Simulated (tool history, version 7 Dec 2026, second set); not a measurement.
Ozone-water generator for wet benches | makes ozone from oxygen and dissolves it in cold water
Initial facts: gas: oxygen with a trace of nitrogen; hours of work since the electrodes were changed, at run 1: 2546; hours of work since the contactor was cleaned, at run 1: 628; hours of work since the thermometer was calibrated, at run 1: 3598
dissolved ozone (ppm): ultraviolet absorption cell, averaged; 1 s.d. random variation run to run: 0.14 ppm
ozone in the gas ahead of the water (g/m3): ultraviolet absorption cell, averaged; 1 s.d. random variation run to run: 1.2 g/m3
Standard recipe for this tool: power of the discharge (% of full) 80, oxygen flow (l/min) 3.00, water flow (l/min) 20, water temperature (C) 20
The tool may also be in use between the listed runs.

run,hour,power of the discharge (% of full),oxygen flow (l/min),water flow (l/min),water temperature (C),hours of work since the electrodes were changed,hours of work since the contactor was cleaned,hours of work since the thermometer was calibrated,dissolved ozone (ppm),ozone in the gas ahead of the water (g/m3)
1,0.0,80,3.00,20,20,2546,628,3598,15.1,194.9
2,69.4,80,3.00,20,20,2606,688,3658,15.0,196.0
3,162.1,80,3.00,20,20,2686,769,3738,15.0,194.4
4,288.4,80,3.00,20,20,2795,878,3848,14.8,194.0
5,402.6,66,3.00,20,20,2894,977,3946,13.0,171.2
6,531.0,80,4.64,20,20,3006,1088,4058,14.1,142.9
7,588.9,56,4.64,17,20,3056,1138,4108,12.7,114.8
8,663.3,80,3.19,20,13,3120,1203,4172,15.8,185.4
9,784.2,80,3.19,20,13,3225,1307,4277,15.8,183.8
# hour 836.4: water thermometer calibrated
10,890.6,82,3.00,25,20,3316,1399,47,12.2,194.9
11,979.1,82,3.00,25,20,3393,1476,124,12.3,194.1
12,1064.6,80,3.00,20,22,3467,1550,198,14.3,192.0

Describe how what the log doesn't record of the tool's condition differs between the last listed run preceding each entry between runs and the first listed run following it.
Between runs 9 and 10: water thermometer calibrated (hour 836.4)
  yield of the discharge, % of new electrodes': 91.6 -> 91.4; contactor's efficiency, % of a clean one's: 97.7 -> 97.5; true water temperature over the reading, C: 0.38 -> -0.07
  measured result minus the result with no hidden state, dissolved ozone (ppm): -1.9 -> -1.5; ozone in the gas ahead of the water (g/m3): -18.2 -> -20.3
